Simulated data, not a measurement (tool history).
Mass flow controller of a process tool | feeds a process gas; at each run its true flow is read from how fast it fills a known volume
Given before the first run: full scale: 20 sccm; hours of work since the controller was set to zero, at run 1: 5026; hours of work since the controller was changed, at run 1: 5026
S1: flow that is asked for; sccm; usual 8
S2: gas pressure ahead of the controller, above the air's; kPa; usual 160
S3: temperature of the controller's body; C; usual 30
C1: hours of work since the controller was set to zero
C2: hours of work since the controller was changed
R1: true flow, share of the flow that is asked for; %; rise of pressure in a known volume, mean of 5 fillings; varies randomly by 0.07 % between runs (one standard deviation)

run	day	S1	S2	S3	C1	C2	R1
1	0.000	8	160	30	5026	5026	99.12
2	10.288	8	160	30	5214	5214	99.04
3	20.688	9	160	30	5404	5404	99.00
4	36.950	9	160	30	5701	5701	99.04
# day 37.925: controller's zero set anew
5	47.000	9	160	30	166	5884	99.40
6	60.671	9	212	30	415	6133	99.86
7	78.938	9	212	24	748	6467	99.26
8	90.512	3	212	21	960	6678	101.96
9	108.204	8	160	29	1283	7001	99.48
10	127.462	8	160	29	1634	7352	99.48
11	145.017	8	160	29	1954	7672	99.44
12	166.579	8	160	27	2348	8066	99.22
# day 167.725: controller's zero set anew, once more
13	184.867	8	160	25	313	8399	97.01

Branching from run 13: 3 alternative next runs. What would each branch give?
A	205.029	8	150	40	681	8767	?
B	205.029	8	174	39	681	8767	?
C	205.029	2	225	36	681	8767	?

run	R1
A	98.27
B	98.56
C	98.95
What these runs would have given with no unlogged condition in the tool:
run	R1
A	99.93
B	100.23
C	99.59

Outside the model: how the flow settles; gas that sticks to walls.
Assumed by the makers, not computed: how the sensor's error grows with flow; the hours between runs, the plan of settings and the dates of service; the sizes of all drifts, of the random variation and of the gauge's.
